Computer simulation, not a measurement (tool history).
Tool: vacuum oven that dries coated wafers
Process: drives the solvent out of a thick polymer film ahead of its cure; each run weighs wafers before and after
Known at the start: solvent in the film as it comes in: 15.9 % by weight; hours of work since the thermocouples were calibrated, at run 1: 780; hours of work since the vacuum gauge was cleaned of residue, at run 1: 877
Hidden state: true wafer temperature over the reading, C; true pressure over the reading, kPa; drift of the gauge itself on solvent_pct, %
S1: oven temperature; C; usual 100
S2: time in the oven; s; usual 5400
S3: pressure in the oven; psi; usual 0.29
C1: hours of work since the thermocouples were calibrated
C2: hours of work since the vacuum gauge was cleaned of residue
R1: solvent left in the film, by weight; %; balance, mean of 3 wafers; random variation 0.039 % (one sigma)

Run 1, day 0: usual settings; C1 780; C2 877. Result: R1 2.44 %.
Run 2, day 1.838: usual settings; C1 812; C2 909. Result: R1 2.38 %.
Run 3, day 3.329: usual settings but S1 90 C; C1 838; C2 935. Result: R1 5.01 %.
Run 4, day 4.508: usual settings but S3 0.602 psi; C1 858; C2 956. Result: R1 4.23 %.
At day 5.188: oven's thermocouples calibrated.
Run 5, day 5.892: usual settings but S3 0.602 psi; C1 12; C2 978. Result: R1 4.11 %.
Run 6, day 6.904: usual settings but S3 0.602 psi; C1 30; C2 996. Result: R1 4.18 %.
At day 8.592: oven's thermocouples calibrated, once more.
Run 7, day 8.6: usual settings but S1 85 C; C1 0; C2 1024. Result: R1 7.23 %.
Run 8, day 10.254: usual settings but S2 5760 s; C1 29; C2 1053. Result: R1 2.49 %.
Run 9, day 11.25: usual settings but S3 0.278 psi; C1 46; C2 1070. Result: R1 2.56 %.
Run 10, day 12.283: usual settings but S2 8880 s; C1 64; C2 1088. Result: R1 2.14 %.
Run 11, day 13.838: usual settings but S2 8880 s, S3 1.091 psi; C1 91; C2 1115. Result: R1 7.4 %.
Run 12, day 15.375: usual settings but S2 8880 s, S3 0.205 psi; C1 118; C2 1142. Result: R1 1.61 %.
Run 13, day 17.062: usual settings but S2 8880 s, S3 0.205 psi; C1 148; C2 1171. Result: R1 1.57 %.
Run 14, day 18.633: usual settings but S2 8880 s, S3 0.205 psi; C1 175; C2 1199. Result: R1 1.65 %.
Run 15, day 19.908: usual settings but S2 2880 s; C1 197; C2 1221. Result: R1 4.3 %.
Run 16, day 21.004: usual settings but S2 2880 s; C1 216; C2 1240. Result: R1 4.25 %.
Run 17, day 21.788: usual settings but S2 2880 s; C1 230; C2 1254. Result: R1 4.38 %.
Run 18, day 23.288: usual settings but S2 2880 s; C1 256; C2 1280. Result: R1 4.34 %.
Run 19, day 25.108: usual settings; C1 288; C2 1312. Result: R1 2.68 %.
Run 20, day 26.612: usual settings but S1 88 C; C1 314; C2 1338. Result: R1 6.14 %.
Run 21, day 27.725: usual settings but S1 114 C, S2 6720 s, S3 0.554 psi; C1 333; C2 1357. Result: R1 2.37 %.
Run 22, day 28.633: usual settings but S1 114 C, S2 6360 s, S3 0.891 psi; C1 349; C2 1373. Result: R1 3.66 %.
Run 23, day 29.608: usual settings but S1 91 C, S2 4380 s, S3 0.281 psi; C1 366; C2 1390. Result: R1 5.76 %.
Run 24, day 31.392: usual settings but S1 92 C, S2 4380 s, S3 0.422 psi; C1 397; C2 1421. Result: R1 6.35 %.
Run 25, day 32.308: usual settings but S2 7320 s; C1 413; C2 1437. Result: R1 2.28 %.
Run 26, day 33.425: usual settings but S2 2940 s, S3 0.174 psi; C1 433; C2 1456. Result: R1 3.46 %.
Run 27, day 35.096: usual settings but S1 97 C, S2 7920 s, S3 0.447 psi; C1 462; C2 1485. Result: R1 3.69 %.
Run 28, day 36.721: usual settings but S1 106 C, S2 3180 s, S3 0.877 psi; C1 490; C2 1514. Result: R1 5.24 %.
Run 29, day 38.562: usual settings but S2 8520 s, S3 0.79 psi; C1 522; C2 1546. Result: R1 5.24 %.
Run 30, day 40.217: usual settings but S1 109 C, S2 6360 s, S3 0.679 psi; C1 551; C2 1575. Result: R1 3.35 %.
Run 31, day 41.438: usual settings but S1 94 C, S2 3120 s, S3 0.917 psi; C1 572; C2 1596. Result: R1 9.57 %.
Run 32, day 42.633: usual settings but S1 95 C, S2 7020 s, S3 0.307 psi; C1 593; C2 1617. Result: R1 3.33 %.
Run 33, day 43.75: usual settings but S3 0.519 psi; C1 612; C2 1636. Result: R1 3.97 %.
Run 34, day 45.229: usual settings but S3 0.519 psi; C1 638; C2 1662. Result: R1 3.96 %.
Run 35, day 46.738: usual settings but S3 0.519 psi; C1 664; C2 1688. Result: R1 4.04 %.
Run 36, day 48.312: usual settings but S1 103 C, S2 5640 s; C1 692; C2 1716. Result: R1 2.1 %.
Run 37, day 49.242: usual settings but S1 96 C, S2 7380 s; C1 708; C2 1732. Result: R1 2.77 %.
Run 38, day 50.008: usual settings but S2 5580 s; C1 721; C2 1745. Result: R1 2.48 %.
Run 39, day 51.804: usual settings but S2 8160 s; C1 753; C2 1776. Result: R1 2.22 %.
Run 40, day 53.062: usual settings but S2 7800 s; C1 774; C2 1798. Result: R1 2.25 %.

5 ways to go on from here, each from the tool as it stands after run 40. What would each give?
Run A, day 53.95: usual settings but S1 99 C, S2 6240 s; C1 790; C2 1814. Result: R1 ?.
Run B, day 53.95: usual settings but S1 112 C, S2 5100 s, S3 0.695 psi; C1 790; C2 1814. Result: R1 ?.
Run C, day 53.95: usual settings but S1 102 C, S2 8040 s, S3 0.178 psi; C1 790; C2 1814. Result: R1 ?.
Run D, day 53.95: usual settings but S2 3360 s; C1 790; C2 1814. Result: R1 ?.
Run E, day 53.95: usual settings but S2 7800 s, S3 0.197 psi; C1 790; C2 1814. Result: R1 ?.

run    R1
  A  2.54
  B   3.1
  C  1.44
  D  3.59
  E  1.58
Without the tool's hidden state the same runs would have given:
run    R1
  A  2.43
  B  3.03
  C  1.22
  D  3.68
  E  1.38

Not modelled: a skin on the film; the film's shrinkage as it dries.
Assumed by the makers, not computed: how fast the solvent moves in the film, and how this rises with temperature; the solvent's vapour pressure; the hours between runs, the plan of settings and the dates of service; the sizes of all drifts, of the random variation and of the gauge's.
